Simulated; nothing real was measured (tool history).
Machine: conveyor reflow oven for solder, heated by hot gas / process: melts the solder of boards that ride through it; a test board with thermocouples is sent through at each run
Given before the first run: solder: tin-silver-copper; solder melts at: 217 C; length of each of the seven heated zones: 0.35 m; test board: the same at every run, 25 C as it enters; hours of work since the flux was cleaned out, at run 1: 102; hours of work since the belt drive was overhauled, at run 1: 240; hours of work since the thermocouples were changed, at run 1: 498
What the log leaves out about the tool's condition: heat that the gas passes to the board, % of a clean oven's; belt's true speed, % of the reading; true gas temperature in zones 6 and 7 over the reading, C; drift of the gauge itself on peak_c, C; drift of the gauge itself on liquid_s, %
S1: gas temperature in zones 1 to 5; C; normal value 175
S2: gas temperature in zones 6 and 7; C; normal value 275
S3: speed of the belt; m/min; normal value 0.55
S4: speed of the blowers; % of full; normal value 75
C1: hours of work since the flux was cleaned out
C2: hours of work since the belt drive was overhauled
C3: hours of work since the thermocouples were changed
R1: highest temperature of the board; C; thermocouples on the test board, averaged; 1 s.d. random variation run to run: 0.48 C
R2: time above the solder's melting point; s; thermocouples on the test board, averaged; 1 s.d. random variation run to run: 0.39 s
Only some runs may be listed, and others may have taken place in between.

{"run": 1, "hour": 0.0, "S1": 175, "S2": 275, "S3": 0.55, "S4": 75, "C1": 102, "C2": 240, "C3": 498, "R1": 258.3, "R2": 61.8}
{"run": 2, "hour": 29.7, "S1": 175, "S2": 275, "S3": 0.55, "S4": 75, "C1": 117, "C2": 255, "C3": 513, "R1": 258.1, "R2": 62.1}
{"run": 3, "hour": 65.7, "S1": 175, "S2": 275, "S3": 0.55, "S4": 75, "C1": 134, "C2": 272, "C3": 531, "R1": 258.1, "R2": 61.9}
{"run": 4, "hour": 94.5, "S1": 175, "S2": 275, "S3": 0.579, "S4": 75, "C1": 149, "C2": 287, "C3": 545, "R1": 255.8, "R2": 57.2}
{"run": 5, "hour": 116.1, "S1": 175, "S2": 275, "S3": 0.579, "S4": 75, "C1": 159, "C2": 297, "C3": 556, "R1": 255.7, "R2": 56.5}
{"run": 6, "hour": 133.8, "S1": 175, "S2": 275, "S3": 0.579, "S4": 75, "C1": 168, "C2": 306, "C3": 565, "R1": 255.5, "R2": 56.5}
{"run": 7, "hour": 161.8, "S1": 175, "S2": 275, "S3": 0.521, "S4": 75, "C1": 182, "C2": 320, "C3": 578, "R1": 258.6, "R2": 65.6}
{"run": 8, "hour": 197.9, "S1": 175, "S2": 275, "S3": 0.521, "S4": 75, "C1": 200, "C2": 338, "C3": 596, "R1": 258.3, "R2": 66.1}
{"hour": 206.6, "done": "flux residue cleaned out of gas plates and filters"}
{"run": 9, "hour": 241.0, "S1": 175, "S2": 275, "S3": 0.55, "S4": 75, "C1": 17, "C2": 357, "C3": 615, "R1": 256.9, "R2": 59.8}
{"run": 10, "hour": 263.0, "S1": 175, "S2": 275, "S3": 0.55, "S4": 75, "C1": 28, "C2": 367, "C3": 626, "R1": 256.5, "R2": 60}
{"run": 11, "hour": 294.2, "S1": 175, "S2": 275, "S3": 0.55, "S4": 75, "C1": 43, "C2": 383, "C3": 641, "R1": 254.9, "R2": 59.5}
{"run": 12, "hour": 317.4, "S1": 175, "S2": 275, "S3": 0.55, "S4": 75, "C1": 55, "C2": 394, "C3": 653, "R1": 255.4, "R2": 60.1}
{"run": 13, "hour": 350.7, "S1": 175, "S2": 275, "S3": 0.618, "S4": 86, "C1": 71, "C2": 411, "C3": 669, "R1": 252.8, "R2": 51.4}
{"run": 14, "hour": 392.9, "S1": 189, "S2": 272, "S3": 0.55, "S4": 75, "C1": 92, "C2": 432, "C3": 690, "R1": 254.4, "R2": 64.8}
{"run": 15, "hour": 417.7, "S1": 181, "S2": 269, "S3": 0.559, "S4": 67, "C1": 104, "C2": 444, "C3": 702, "R1": 248.5, "R2": 55.8}
{"run": 16, "hour": 439.9, "S1": 181, "S2": 269, "S3": 0.559, "S4": 67, "C1": 115, "C2": 455, "C3": 713, "R1": 248, "R2": 55.6}
{"hour": 457.2, "done": "flux residue cleaned out of gas plates and filters, once more"}
{"run": 17, "hour": 485.9, "S1": 175, "S2": 275, "S3": 0.587, "S4": 74, "C1": 14, "C2": 475, "C3": 734, "R1": 255.9, "R2": 56.7}
{"run": 18, "hour": 526.4, "S1": 176, "S2": 275, "S3": 0.568, "S4": 74, "C1": 34, "C2": 495, "C3": 754, "R1": 257.4, "R2": 59}
{"run": 19, "hour": 551.3, "S1": 176, "S2": 275, "S3": 0.568, "S4": 74, "C1": 47, "C2": 508, "C3": 766, "R1": 257.1, "R2": 59.8}
{"run": 20, "hour": 590.7, "S1": 175, "S2": 275, "S3": 0.607, "S4": 75, "C1": 66, "C2": 527, "C3": 786, "R1": 254.6, "R2": 53.8}
{"run": 21, "hour": 630.7, "S1": 175, "S2": 288, "S3": 0.61, "S4": 75, "C1": 86, "C2": 547, "C3": 805, "R1": 266.1, "R2": 59.1}
{"run": 22, "hour": 647.6, "S1": 178, "S2": 288, "S3": 0.61, "S4": 59, "C1": 94, "C2": 555, "C3": 814, "R1": 260.8, "R2": 58}

Forecast run 23:
{"run": 23, "hour": 684.8, "S1": 187, "S2": 275, "S3": 0.533, "S4": 75, "C1": 113, "C2": 574, "C3": 832, "R1": "?", "R2": "?"}

R1: 260.7 C
R2: 70.3 s
The same run, on a tool lacking any hidden state, would have yielded R1 264 C, R2 71.4 s.
